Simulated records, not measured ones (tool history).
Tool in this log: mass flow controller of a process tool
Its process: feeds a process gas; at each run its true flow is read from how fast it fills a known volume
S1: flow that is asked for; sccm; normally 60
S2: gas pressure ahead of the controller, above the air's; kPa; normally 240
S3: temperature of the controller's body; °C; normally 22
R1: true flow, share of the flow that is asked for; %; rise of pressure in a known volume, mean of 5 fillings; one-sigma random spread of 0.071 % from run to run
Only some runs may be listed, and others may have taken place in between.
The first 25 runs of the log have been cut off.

run,hour,S1,S2,S3,R1
26,9588.6,97,247,22,99.91
27,9825.3,50,247,22,98.64
28,10353.4,43,163,22,98.02
29,10913.8,43,163,22,97.51
30,11433.0,14,157,25,94.66
31,11717.1,14,157,27,94.38
32,12272.1,33,279,22,96.82
33,12566.9,13,240,26,93.46
34,12829.7,13,240,26,93.13
35,13287.3,19,202,26,94.03
36,13853.9,54,215,26,95.94
37,14113.8,79,157,26,96.63
38,14414.5,60,240,36,94.95

What will run 39 give?
39,14775.3,60,240,36,?

Logged for run 39: R1 94.91 %.
Without the tool's hidden state the same run would have given R1 98.39 %.

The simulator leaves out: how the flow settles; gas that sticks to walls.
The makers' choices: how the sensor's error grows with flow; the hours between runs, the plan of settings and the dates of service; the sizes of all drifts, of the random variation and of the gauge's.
